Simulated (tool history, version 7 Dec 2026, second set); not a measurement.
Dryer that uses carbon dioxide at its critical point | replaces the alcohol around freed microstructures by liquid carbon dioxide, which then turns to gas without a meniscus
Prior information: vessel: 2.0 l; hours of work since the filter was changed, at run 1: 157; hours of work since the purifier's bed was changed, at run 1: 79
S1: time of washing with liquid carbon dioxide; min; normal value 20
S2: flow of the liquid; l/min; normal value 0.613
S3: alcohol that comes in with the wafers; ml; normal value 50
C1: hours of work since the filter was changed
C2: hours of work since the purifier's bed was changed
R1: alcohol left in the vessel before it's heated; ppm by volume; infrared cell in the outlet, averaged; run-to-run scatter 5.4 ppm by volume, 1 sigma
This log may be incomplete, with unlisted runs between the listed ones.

run 1 hour=0 | S1=20 S2=0.613 S3=50 | C1=157 C2=79 | R1=206
run 2 hour=9.7 | S1=20 S2=0.613 S3=50 | C1=162 C2=85 | R1=210
run 3 hour=19.2 | S1=20 S2=0.613 S3=50 | C1=167 C2=90 | R1=224
run 4 hour=30.1 | S1=20 S2=0.747 S3=50 | C1=173 C2=96 | R1=99
run 5 hour=36.2 | S1=20 S2=0.747 S3=50 | C1=177 C2=99 | R1=100
run 6 hour=42.3 | S1=20 S2=0.747 S3=50 | C1=180 C2=103 | R1=95
run 7 hour=48.9 | S1=20 S2=0.466 S3=50 | C1=184 C2=106 | R1=648
-- hour=53.5 inlet filter changed
run 8 hour=61.9 | S1=20 S2=0.613 S3=92 | C1=5 C2=113 | R1=292
run 9 hour=68.3 | S1=20 S2=0.613 S3=92 | C1=8 C2=116 | R1=312
run 10 hour=78.4 | S1=20 S2=0.613 S3=50 | C1=14 C2=122 | R1=177
run 11 hour=92.9 | S1=20 S2=0.613 S3=50 | C1=22 C2=130 | R1=190
run 12 hour=103.9 | S1=20 S2=0.613 S3=50 | C1=28 C2=136 | R1=182
run 13 hour=111.9 | S1=20 S2=0.613 S3=42 | C1=32 C2=140 | R1=158
run 14 hour=122.5 | S1=20 S2=0.613 S3=42 | C1=38 C2=146 | R1=161
run 15 hour=134.6 | S1=18 S2=0.542 S3=59 | C1=45 C2=153 | R1=549
run 16 hour=148.9 | S1=13 S2=0.412 S3=92 | C1=52 C2=161 | R1=5003
run 17 hour=159.2 | S1=28 S2=0.469 S3=23 | C1=58 C2=166 | R1=101
run 18 hour=167.2 | S1=18 S2=0.469 S3=23 | C1=62 C2=171 | R1=394
run 19 hour=178.4 | S1=18 S2=0.469 S3=23 | C1=69 C2=177 | R1=392
run 20 hour=187.4 | S1=17 S2=0.46 S3=25 | C1=74 C2=182 | R1=520
run 21 hour=200.5 | S1=20 S2=1.001 S3=106 | C1=81 C2=189 | R1=58
run 22 hour=206.9 | S1=30 S2=0.865 S3=50 | C1=84 C2=193 | R1=49
run 23 hour=215.8 | S1=20 S2=0.467 S3=23 | C1=89 C2=197 | R1=309
run 24 hour=224.2 | S1=20 S2=0.467 S3=23 | C1=94 C2=202 | R1=305
run 25 hour=231.6 | S1=19 S2=0.509 S3=23 | C1=98 C2=206 | R1=278
run 26 hour=243.6 | S1=15 S2=0.765 S3=23 | C1=104 C2=213 | R1=158

Below are 3 alternative next runs, each starting from the tool's condition after run 26. Predict each:
run A hour=256.9 | S1=12 S2=0.419 S3=50 | C1=112 C2=220 | R1=?
run B hour=256.9 | S1=29 S2=0.409 S3=109 | C1=112 C2=220 | R1=?
run C hour=256.9 | S1=14 S2=0.413 S3=50 | C1=112 C2=220 | R1=?

run=A R1=3349
run=B R1=484
run=C R1=2417
With no hidden state in the tool, these same runs would have given:
run=A R1=3015
run=B R1=352
run=C R1=2133

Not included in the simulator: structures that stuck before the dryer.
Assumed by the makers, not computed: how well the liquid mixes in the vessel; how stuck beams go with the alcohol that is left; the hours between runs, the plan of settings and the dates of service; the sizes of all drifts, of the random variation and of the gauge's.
